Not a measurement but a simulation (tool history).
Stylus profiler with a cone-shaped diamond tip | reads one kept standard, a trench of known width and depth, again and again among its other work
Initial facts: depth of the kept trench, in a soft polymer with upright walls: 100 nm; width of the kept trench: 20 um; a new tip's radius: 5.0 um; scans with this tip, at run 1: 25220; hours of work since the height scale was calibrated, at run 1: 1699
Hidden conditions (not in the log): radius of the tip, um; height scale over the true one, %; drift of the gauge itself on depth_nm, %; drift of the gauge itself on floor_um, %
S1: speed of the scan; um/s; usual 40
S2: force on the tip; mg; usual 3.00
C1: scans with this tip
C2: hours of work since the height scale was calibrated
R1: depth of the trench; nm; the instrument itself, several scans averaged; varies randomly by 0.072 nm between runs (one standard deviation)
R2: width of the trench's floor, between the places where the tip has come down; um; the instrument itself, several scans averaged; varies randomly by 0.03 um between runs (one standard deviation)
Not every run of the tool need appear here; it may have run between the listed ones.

run	hour	S1	S2	C1	C2	R1	R2
1	0.0	40	3.00	25220	1699	100.93	16.55
2	71.9	40	3.00	26012	1753	100.90	16.40
3	121.4	40	3.00	26557	1789	100.92	16.42
4	188.6	146	3.00	27297	1839	100.99	15.99
5	247.5	146	3.00	27944	1883	100.92	15.98
6	281.8	146	3.00	28322	1908	100.75	15.97
7	334.2	146	3.00	28899	1947	100.82	15.92
8	400.8	40	1.39	29632	1997	100.08	16.29
9	453.1	40	1.39	30207	2035	100.08	16.20
10	509.7	40	3.00	30831	2077	100.78	16.27
11	573.4	40	3.00	31532	2125	100.79	16.28
# hour 629.8: new tip fitted, height scale calibrated
12	630.1	40	3.00	3	0	101.67	17.89
13	673.4	40	3.00	480	32	101.66	17.82
14	716.9	40	3.00	959	65	101.65	17.84
15	751.8	40	3.00	1342	90	101.66	17.77
16	788.8	40	3.00	1751	118	101.71	17.75
17	833.9	40	3.00	2247	151	101.55	17.68
18	876.2	33	1.50	2712	183	101.04	17.68
# hour 880.5: height scale calibrated on a step standard
19	948.2	15	1.86	3499	50	101.12	17.72
20	977.8	76	1.26	3825	72	100.89	17.34
21	1031.8	37	1.69	4420	112	100.88	17.57
22	1093.4	37	1.69	5098	158	100.82	17.49
# hour 1155.1: height scale calibrated on a step standard, once more
23	1162.5	11	7.64	5853	6	103.31	17.61
24	1203.0	11	7.64	6298	35	103.23	17.57
25	1258.3	30	5.34	6907	77	102.61	17.48
26	1307.5	32	5.53	7448	113	102.56	17.43

Each row is a separate what-if for the run after 26, all from the same tool condition, not one after another. Results?
A	1379.3	13	2.32	8239	166	?	?
B	1379.3	76	5.49	8239	166	?	?
C	1379.3	78	1.24	8239	166	?	?

run	R1	R2
A	101.47	17.42
B	102.60	17.33
C	100.82	17.09
Without the tool's hidden state the same runs would have given:
run	R1	R2
A	101.56	17.93
B	102.70	17.85
C	100.92	17.60

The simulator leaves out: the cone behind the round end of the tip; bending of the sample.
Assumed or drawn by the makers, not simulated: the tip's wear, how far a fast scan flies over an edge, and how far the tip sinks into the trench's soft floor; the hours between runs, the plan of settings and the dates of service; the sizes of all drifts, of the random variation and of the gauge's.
